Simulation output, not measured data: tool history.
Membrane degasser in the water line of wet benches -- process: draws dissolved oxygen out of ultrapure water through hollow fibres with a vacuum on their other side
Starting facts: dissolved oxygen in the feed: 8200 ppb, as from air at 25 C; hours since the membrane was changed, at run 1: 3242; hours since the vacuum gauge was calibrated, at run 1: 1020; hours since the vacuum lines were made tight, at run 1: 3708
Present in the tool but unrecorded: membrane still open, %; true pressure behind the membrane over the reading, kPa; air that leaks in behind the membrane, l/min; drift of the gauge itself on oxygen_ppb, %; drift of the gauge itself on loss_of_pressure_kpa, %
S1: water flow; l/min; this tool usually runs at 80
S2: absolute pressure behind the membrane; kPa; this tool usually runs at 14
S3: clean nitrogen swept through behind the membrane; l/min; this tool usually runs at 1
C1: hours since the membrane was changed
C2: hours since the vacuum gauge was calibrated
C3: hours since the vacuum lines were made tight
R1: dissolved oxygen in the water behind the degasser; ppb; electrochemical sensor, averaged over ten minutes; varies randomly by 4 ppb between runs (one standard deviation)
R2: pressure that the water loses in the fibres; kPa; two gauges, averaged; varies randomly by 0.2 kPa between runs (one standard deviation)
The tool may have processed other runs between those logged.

run	hour	S1	S2	S3	C1	C2	C3	R1	R2
1	0	80	14	1	3242	1020	3708	1349.3	45.6
2	67.5	80	14	1	3310	1087	3775	1345.2	45.2
3	113.3	80	30.9	1	3355	1133	3821	2810.7	45.6
4	173.1	85	14	1	3415	1193	3881	1403.7	48.83
5	240.8	80	14	1	3483	1261	3949	1359.2	45.43
6	330.1	80	14	1	3572	1350	4038	1353.3	45.49
7	408.6	80	14	1	3651	1428	4116	1352.7	45.49
# hour 414.5: vacuum gauge calibrated
8	449.5	80	23.3	1	3691	35	4157	2228.7	45.68
9	529.7	63	14	0.99	3771	115	4237	1157.3	36.08
10	615	80	17.2	1.07	3857	201	4322	1612	45.65
11	686.2	105	19.1	1	3928	272	4394	2193.8	60.38
12	750.1	105	19.1	1	3992	336	4457	2190.1	60.31
# hour 781.4: vacuum gauge calibrated, once more
13	800.6	80	9	0.99	4042	19	4507	814.2	45.88

Predict each of these 4 candidate next runs independently; none follows another, all start after run 13:
A	884.5	80	13.9	1	4126	103	4591	?	?
B	884.5	77	15.2	0.55	4126	103	4591	?	?
C	884.5	80	22.8	2.23	4126	103	4591	?	?
D	884.5	116	14	1	4126	103	4591	?	?

run	R1	R2
A	1343.8	45.8
B	1983.5	44.15
C	1329.4	46.08
D	1724.8	66.62
Without the tool's unlogged condition, the same runs would have read:
run	R1	R2
A	1329.9	43.75
B	1974.4	42.18
C	1314.8	44.04
D	1703.2	63.66

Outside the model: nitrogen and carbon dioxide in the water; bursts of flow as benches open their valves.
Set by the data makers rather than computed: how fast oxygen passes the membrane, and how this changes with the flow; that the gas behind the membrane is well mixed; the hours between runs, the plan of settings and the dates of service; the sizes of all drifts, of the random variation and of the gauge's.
